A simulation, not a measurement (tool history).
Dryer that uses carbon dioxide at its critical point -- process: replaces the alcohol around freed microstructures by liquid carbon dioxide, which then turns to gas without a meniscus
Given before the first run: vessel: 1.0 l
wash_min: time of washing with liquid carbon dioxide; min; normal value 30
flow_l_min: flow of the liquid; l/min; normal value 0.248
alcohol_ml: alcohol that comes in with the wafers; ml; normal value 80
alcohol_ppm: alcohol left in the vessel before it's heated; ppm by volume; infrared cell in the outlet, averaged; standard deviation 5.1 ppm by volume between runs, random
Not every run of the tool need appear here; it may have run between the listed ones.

{"run": 1, "hour": 0.0, "wash_min": 30, "flow_l_min": 0.248, "alcohol_ml": 80, "alcohol_ppm": 127}
{"run": 2, "hour": 7.7, "wash_min": 30, "flow_l_min": 0.248, "alcohol_ml": 80, "alcohol_ppm": 136}
{"run": 3, "hour": 15.4, "wash_min": 30, "flow_l_min": 0.248, "alcohol_ml": 80, "alcohol_ppm": 132}
{"run": 4, "hour": 24.0, "wash_min": 30, "flow_l_min": 0.288, "alcohol_ml": 80, "alcohol_ppm": 43}
{"run": 5, "hour": 36.7, "wash_min": 30, "flow_l_min": 0.288, "alcohol_ml": 80, "alcohol_ppm": 57}
{"run": 6, "hour": 47.5, "wash_min": 30, "flow_l_min": 0.288, "alcohol_ml": 80, "alcohol_ppm": 37}
{"run": 7, "hour": 54.0, "wash_min": 30, "flow_l_min": 0.354, "alcohol_ml": 80, "alcohol_ppm": 12}
{"run": 8, "hour": 59.2, "wash_min": 30, "flow_l_min": 0.248, "alcohol_ml": 80, "alcohol_ppm": 145}
{"run": 9, "hour": 71.5, "wash_min": 30, "flow_l_min": 0.248, "alcohol_ml": 80, "alcohol_ppm": 153}
{"run": 10, "hour": 82.3, "wash_min": 30, "flow_l_min": 0.207, "alcohol_ml": 80, "alcohol_ppm": 406}
{"run": 11, "hour": 88.7, "wash_min": 19, "flow_l_min": 0.309, "alcohol_ml": 42, "alcohol_ppm": 290}
{"run": 12, "hour": 97.1, "wash_min": 19, "flow_l_min": 0.309, "alcohol_ml": 42, "alcohol_ppm": 288}
{"run": 13, "hour": 104.5, "wash_min": 19, "flow_l_min": 0.211, "alcohol_ml": 29, "alcohol_ppm": 1004}
{"run": 14, "hour": 110.0, "wash_min": 19, "flow_l_min": 0.211, "alcohol_ml": 29, "alcohol_ppm": 1010}
{"run": 15, "hour": 116.0, "wash_min": 19, "flow_l_min": 0.397, "alcohol_ml": 26, "alcohol_ppm": 60}
{"run": 16, "hour": 123.9, "wash_min": 26, "flow_l_min": 0.365, "alcohol_ml": 26, "alcohol_ppm": 14}
{"run": 17, "hour": 135.5, "wash_min": 40, "flow_l_min": 0.177, "alcohol_ml": 72, "alcohol_ppm": 206}
{"run": 18, "hour": 145.9, "wash_min": 18, "flow_l_min": 0.177, "alcohol_ml": 72, "alcohol_ppm": 5152}
{"run": 19, "hour": 156.8, "wash_min": 18, "flow_l_min": 0.177, "alcohol_ml": 72, "alcohol_ppm": 5160}

Pick out some run-to-run changes in alcohol_ppm. Of each, how much would a tool without hidden state show as well, from the settings, what came in and chance, and how much is left for the hidden state and any gauge scatter not in both results compared?
The tool's hidden condition here consists of: flow that reaches the vessel past the clogged filter, %; alcohol in the recycled carbon dioxide, ppm; drift of the gauge itself on alcohol_ppm, %.
Run 17 -> 18: wash_min 40 -> 18. alcohol_ppm +4946 ppm by volume: hidden state +1281, all else +3665.
